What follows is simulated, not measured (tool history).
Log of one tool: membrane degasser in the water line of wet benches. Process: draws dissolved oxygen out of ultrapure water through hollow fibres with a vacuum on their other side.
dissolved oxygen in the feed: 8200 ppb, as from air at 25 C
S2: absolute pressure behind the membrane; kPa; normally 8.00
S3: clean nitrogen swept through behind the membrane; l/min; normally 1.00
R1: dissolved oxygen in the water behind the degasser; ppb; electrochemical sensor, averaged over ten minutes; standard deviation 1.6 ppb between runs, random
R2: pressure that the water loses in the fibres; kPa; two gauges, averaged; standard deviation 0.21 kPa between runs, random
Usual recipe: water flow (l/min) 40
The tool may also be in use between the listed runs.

Run 1, hour 0.0: usual settings. Result: R1 374.0 ppb, R2 47.44 kPa.
Run 2, hour 39.1: usual settings but S3 2.09 l/min. Result: R1 205.0 ppb, R2 47.51 kPa.
Run 3, hour 80.2: usual settings. Result: R1 373.3 ppb, R2 47.32 kPa.
Run 4, hour 110.0: usual settings but S2 7.33 kPa. Result: R1 323.9 ppb, R2 47.27 kPa.
Run 5, hour 142.6: usual settings but S2 7.33 kPa. Result: R1 326.7 ppb, R2 47.22 kPa.
Run 6, hour 185.8: usual settings but S2 7.33 kPa. Result: R1 325.8 ppb, R2 47.24 kPa.
Run 7, hour 209.3: usual settings but S2 7.33 kPa. Result: R1 324.4 ppb, R2 46.72 kPa.
Run 8, hour 241.6: usual settings. Result: R1 375.8 ppb, R2 47.45 kPa.
Run 9, hour 271.8: usual settings. Result: R1 379.5 ppb, R2 46.80 kPa.
Run 10, hour 318.5: usual settings. Result: R1 378.3 ppb, R2 47.69 kPa.
Run 11, hour 353.6: usual settings. Result: R1 378.5 ppb, R2 46.94 kPa.
Run 12, hour 395.0: usual settings but water flow (l/min) 28, S3 1.27 l/min. Result: R1 229.6 ppb, R2 32.89 kPa.
Run 13, hour 433.8: usual settings but water flow (l/min) 34, S2 4.99 kPa, S3 1.56 l/min. Result: R1 88.0 ppb, R2 40.16 kPa.
Run 14, hour 475.3: usual settings but water flow (l/min) 43, S3 0.53 l/min. Result: R1 631.6 ppb, R2 50.51 kPa.
Run 15, hour 511.1: usual settings but water flow (l/min) 27, S2 7.81 kPa, S3 2.48 l/min. Result: R1 118.7 ppb, R2 31.68 kPa.
Run 16, hour 531.5: usual settings but water flow (l/min) 43, S3 0.54 l/min. Result: R1 622.8 ppb, R2 50.70 kPa.
Run 17, hour 561.8: usual settings but water flow (l/min) 55, S2 9.51 kPa, S3 0.47 l/min. Result: R1 1021.0 ppb, R2 65.13 kPa.
Run 18, hour 588.5: usual settings but S2 5.05 kPa, S3 0.68 l/min. Result: R1 203.1 ppb, R2 47.35 kPa.
Run 19, hour 631.1: usual settings but S2 5.05 kPa, S3 0.68 l/min. Result: R1 200.7 ppb, R2 47.23 kPa.
Run 20, hour 661.2: usual settings but water flow (l/min) 31, S2 14.17 kPa, S3 0.68 l/min. Result: R1 911.8 ppb, R2 36.68 kPa.

Here are 5 independent what-if runs from the current tool condition. What would each one return?
Run A, hour 698.7: usual settings but water flow (l/min) 35, S3 1.87 l/min. Result: R1 ?, R2 ?.
Run B, hour 698.7: usual settings but water flow (l/min) 28, S2 11.04 kPa, S3 0.68 l/min. Result: R1 ?, R2 ?.
Run C, hour 698.7: usual settings but S2 8.41 kPa. Result: R1 ?, R2 ?.
Run D, hour 698.7: usual settings but water flow (l/min) 25, S2 12.68 kPa, S3 1.14 l/min. Result: R1 ?, R2 ?.
Run E, hour 698.7: usual settings but water flow (l/min) 53, S2 4.92 kPa, S3 0.72 l/min. Result: R1 ?, R2 ?.

run     R1     R2
  A  204.9  41.13
  B  621.9  32.82
  C  416.2  47.39
  D  450.5  29.41
  E  234.3  62.31
What these runs would have given with no unlogged condition in the tool:
run     R1     R2
  A  200.0  41.12
  B  607.4  32.81
  C  406.3  47.38
  D  439.9  29.40
  E  228.2  62.29
